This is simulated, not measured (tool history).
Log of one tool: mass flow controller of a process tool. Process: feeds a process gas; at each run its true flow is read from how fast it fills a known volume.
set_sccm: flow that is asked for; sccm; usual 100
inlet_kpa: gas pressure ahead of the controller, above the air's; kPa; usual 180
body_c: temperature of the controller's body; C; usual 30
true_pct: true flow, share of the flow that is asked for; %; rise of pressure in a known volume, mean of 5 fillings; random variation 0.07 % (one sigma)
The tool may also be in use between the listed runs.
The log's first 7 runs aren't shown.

run    hour  set_sccm  inlet_kpa  body_c  true_pct
  8   404.4       100        180      30      98.7
  9   478.3       100        180      30     98.63
 10     534       100        180      30     98.76
 11   584.5       110        180      30     98.81
 12   627.8       110        180      30     98.87
 13   686.2       110        180      30      98.9
 14   744.9       110        199      30     99.06
 15   782.7       100        180      30     98.91
 16   857.4       100        180      30     98.73
 17   903.6       100        180      30     98.85
 18   977.3       100        180      30     98.73
 19  1014.5       100        180      30     98.85
 20  1045.3       100        180      30     98.79
 21    1085       100        180      30     98.86
 22  1135.2       100        180      30     98.94
 23  1201.9        52        243      31     98.78
 24  1253.6        52        243      31     98.79
 25  1300.3        52        226      21     99.14
 26  1357.8        52        177      21     98.94
 27  1415.2        52        177      21     99.02
 28  1485.7        96        192      40     98.41
 29  1527.8        69        159      26     98.62
 30  1594.4        92        211      36     98.57

Run 31 comes next. What will it give?
 31  1666.4       100        217      21         ?

Run 31 gave true_pct 99.71 %.
Without the tool's hidden state the same run would have given true_pct 98.66 %.
